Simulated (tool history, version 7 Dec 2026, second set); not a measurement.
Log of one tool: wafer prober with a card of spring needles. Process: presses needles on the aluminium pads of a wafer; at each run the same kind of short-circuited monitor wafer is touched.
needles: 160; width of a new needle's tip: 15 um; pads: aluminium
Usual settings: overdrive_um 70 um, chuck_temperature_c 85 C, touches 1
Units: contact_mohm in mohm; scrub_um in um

run     day  overdrive_um  chuck_temperature_c  touches  contact_mohm  scrub_um
  1       0            70                   85        1           279     10.19
      0.338  -- tips cleaned on abrasive film
  2   0.775            70                   85        2           275     10.17
      1.004  -- tips cleaned on abrasive film
  3   1.304            70                   85        2           270     10.17
        1.7  -- tips cleaned on abrasive film
  4   2.225            70                   85        2           272     10.13
      2.392  -- tips cleaned on abrasive film
      3.038  -- tips cleaned on abrasive film
      3.242  -- height of the first contact set anew
  5   3.292            70                   85        2           267     10.39
      3.717  -- tips cleaned on abrasive film
      4.383  -- tips cleaned on abrasive film
  6   4.383            70                   85        1           257     10.39
  7   4.871            70                   85        1           286     10.37
      5.075  -- tips cleaned on abrasive film
  8   5.696            70                   85        1           289     10.39
      5.808  -- tips cleaned on abrasive film
      6.525  -- tips cleaned on abrasive film
  9   6.525            70                   85        1           255     10.36
        7.2  -- tips cleaned on abrasive film
 10   7.708            78                   74        1           279     11.52
      7.908  -- tips cleaned on abrasive film
 11   8.346            70                   30        1           270     10.32
      8.583  -- tips cleaned on abrasive film
      9.233  -- tips cleaned on abrasive film
 12   9.375            76                   85        1           270      11.2
      9.912  -- tips cleaned on abrasive film
 13  10.004            66                   85        1           272       9.7
     10.612  -- tips cleaned on abrasive film
 14   11.05            70                   59        1           280      10.3
     11.304  -- tips cleaned on abrasive film
     12.021  -- tips cleaned on abrasive film
 15  12.021            81                   44        2           242     11.91

Hidden state or all else? Some run-to-run changes of contact_mohm, split into what the settings, what came in and random variation would give without the hidden state, and what is left for the hidden state (with any gauge scatter that isn't in both results):
The hidden state here: debris on the tips, nm; way that the needles fall short of the set height, um; tips' diameter, um; drift of the gauge itself on contact_mohm, %; drift of the gauge itself on scrub_um, %.
Run 8 -> 9: tips cleaned on abrasive film, tips cleaned on abrasive film. contact_mohm -34 mohm: hidden state -29, all else -5.
Run 14 -> 15: overdrive_um 70 -> 81, chuck_temperature_c 59 -> 44, touches 1 -> 2, tips cleaned on abrasive film, tips cleaned on abrasive film. contact_mohm -38 mohm: hidden state -28, all else -10.

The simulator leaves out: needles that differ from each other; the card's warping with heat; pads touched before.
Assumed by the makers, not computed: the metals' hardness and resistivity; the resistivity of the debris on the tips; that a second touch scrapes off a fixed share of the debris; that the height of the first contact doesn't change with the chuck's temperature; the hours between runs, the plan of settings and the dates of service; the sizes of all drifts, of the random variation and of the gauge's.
